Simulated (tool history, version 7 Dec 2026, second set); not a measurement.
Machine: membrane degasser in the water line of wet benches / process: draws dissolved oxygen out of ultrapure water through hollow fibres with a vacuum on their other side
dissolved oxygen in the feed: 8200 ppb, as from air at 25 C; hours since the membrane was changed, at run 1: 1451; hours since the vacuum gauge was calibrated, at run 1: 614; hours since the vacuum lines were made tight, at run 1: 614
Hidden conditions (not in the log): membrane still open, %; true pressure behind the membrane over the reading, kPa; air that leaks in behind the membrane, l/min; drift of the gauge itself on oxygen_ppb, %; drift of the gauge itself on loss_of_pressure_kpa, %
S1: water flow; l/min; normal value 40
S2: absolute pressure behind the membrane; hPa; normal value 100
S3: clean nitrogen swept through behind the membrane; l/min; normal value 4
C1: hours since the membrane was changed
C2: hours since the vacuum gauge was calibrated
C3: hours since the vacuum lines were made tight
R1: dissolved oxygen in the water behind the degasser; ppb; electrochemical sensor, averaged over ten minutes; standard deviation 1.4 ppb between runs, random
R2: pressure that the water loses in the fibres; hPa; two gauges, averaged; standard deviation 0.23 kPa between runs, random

run 1 hour=0 | S1=40 S2=100 S3=4 | C1=1451 C2=614 C3=614 | R1=163.2 R2=587.5
run 2 hour=228.6 | S1=40 S2=230 S3=4 | C1=1680 C2=842 C3=842 | R1=449.2 R2=585.1
run 3 hour=402.2 | S1=40 S2=230 S3=4 | C1=1854 C2=1016 C3=1016 | R1=452.7 R2=586.2
run 4 hour=661.5 | S1=40 S2=230 S3=4 | C1=2113 C2=1275 C3=1275 | R1=442 R2=580.1
run 5 hour=891.9 | S1=40 S2=230 S3=6.91 | C1=2343 C2=1506 C3=1506 | R1=277 R2=583.3
run 6 hour=1015.4 | S1=40 S2=230 S3=6.91 | C1=2467 C2=1629 C3=1629 | R1=271 R2=584.9
run 7 hour=1194 | S1=40 S2=230 S3=6.91 | C1=2645 C2=1808 C3=1808 | R1=275.3 R2=579.4
run 8 hour=1411.9 | S1=43 S2=230 S3=6.91 | C1=2863 C2=2026 C3=2026 | R1=295.1 R2=620.9
run 9 hour=1595 | S1=43 S2=230 S3=6.91 | C1=3046 C2=2209 C3=2209 | R1=291.1 R2=620.3
run 10 hour=1817.7 | S1=43 S2=230 S3=6.91 | C1=3269 C2=2431 C3=2431 | R1=294.4 R2=622
run 11 hour=2026.3 | S1=43 S2=230 S3=6.91 | C1=3478 C2=2640 C3=2640 | R1=291.7 R2=622.1
-- hour=2155.6 gauge calibrated
run 12 hour=2178 | S1=43 S2=230 S3=6.91 | C1=3630 C2=2792 C3=2792 | R1=296.4 R2=631.9
run 13 hour=2311.3 | S1=43 S2=230 S3=6.91 | C1=3763 C2=2925 C3=2925 | R1=294.6 R2=629.6
run 14 hour=2429 | S1=40 S2=175 S3=4 | C1=3880 C2=3043 C3=3043 | R1=331.7 R2=586.1
run 15 hour=2577.9 | S1=40 S2=100 S3=4 | C1=4029 C2=3192 C3=3192 | R1=162 R2=584.6
run 16 hour=2697.9 | S1=40 S2=100 S3=4 | C1=4149 C2=3312 C3=3312 | R1=161.3 R2=583.4
run 17 hour=2815.9 | S1=64 S2=100 S3=11.46 | C1=4267 C2=3430 C3=3430 | R1=124.9 R2=941.5

Expected results for the next run?
run 18 hour=3056.5 | S1=64 S2=114 S3=5.94 | C1=4508 C2=3670 C3=3670 | R1=? R2=?

Run 18 came out at R1 236.7 ppb, R2 932.6 hPa.
Had the tool carried no hidden state, the very same run would have given R1 236.5 ppb, R2 941.3 hPa.

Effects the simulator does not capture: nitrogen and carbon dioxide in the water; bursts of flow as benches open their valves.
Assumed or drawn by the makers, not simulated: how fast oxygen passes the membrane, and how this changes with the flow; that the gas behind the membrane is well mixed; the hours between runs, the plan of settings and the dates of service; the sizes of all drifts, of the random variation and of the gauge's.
